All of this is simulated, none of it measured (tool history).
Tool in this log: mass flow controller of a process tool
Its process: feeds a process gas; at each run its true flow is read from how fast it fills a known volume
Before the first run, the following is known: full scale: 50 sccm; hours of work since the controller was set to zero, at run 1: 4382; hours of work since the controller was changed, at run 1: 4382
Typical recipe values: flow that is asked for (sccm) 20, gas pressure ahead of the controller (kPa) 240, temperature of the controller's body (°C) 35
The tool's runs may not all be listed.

| run | hour | flow that is asked for (sccm) | gas pressure ahead of the controller (kPa) | temperature of the controller's body (°C) | hours of work since the controller was set to zero | hours of work since the controller was changed | true flow (%) |
|---|---|---|---|---|---|---|---|
| 1 | 0.0 | 20 | 240 | 35 | 4382 | 4382 | 100.83 |
| 2 | 222.9 | 20 | 240 | 35 | 4558 | 4558 | 101.15 |
| 3 | 346.9 | 20 | 240 | 35 | 4656 | 4656 | 101.24 |
| 4 | 548.4 | 20 | 240 | 35 | 4815 | 4815 | 101.30 |
| 5 | 827.4 | 20 | 240 | 35 | 5035 | 5035 | 101.40 |
| 6 | 1063.0 | 20 | 147 | 35 | 5220 | 5220 | 102.25 |
| 7 | 1206.3 | 20 | 240 | 35 | 5333 | 5333 | 101.51 |
| 8 | 1496.4 | 20 | 240 | 35 | 5562 | 5562 | 101.53 |
| 9 | 1665.4 | 20 | 240 | 35 | 5695 | 5695 | 101.72 |
|  | 1678.2 | controller's zero set anew |
| 10 | 1812.4 | 20 | 240 | 35 | 106 | 5811 | 101.42 |
| 11 | 2091.8 | 20 | 240 | 35 | 326 | 6031 | 101.55 |
|  | 2329.1 | controller exchanged for a calibrated one |
| 12 | 2361.7 | 20 | 240 | 33 | 26 | 26 | 99.23 |
| 13 | 2550.1 | 20 | 240 | 33 | 174 | 174 | 99.24 |
| 14 | 2705.4 | 21 | 166 | 33 | 297 | 297 | 100.03 |
| 15 | 2970.4 | 21 | 223 | 28 | 506 | 506 | 99.56 |
| 16 | 3252.2 | 21 | 223 | 28 | 728 | 728 | 99.62 |
|  | 3346.9 | controller's zero set anew, once more |
| 17 | 3412.5 | 21 | 223 | 28 | 52 | 854 | 99.73 |

Forecast run 18:
| 18 | 3540.3 | 17 | 223 | 31 | 152 | 955 | ? |

For run 18 the tool returned true flow (%) 99.64.
Without the tool's hidden state the same run would have given true flow (%) 99.05.

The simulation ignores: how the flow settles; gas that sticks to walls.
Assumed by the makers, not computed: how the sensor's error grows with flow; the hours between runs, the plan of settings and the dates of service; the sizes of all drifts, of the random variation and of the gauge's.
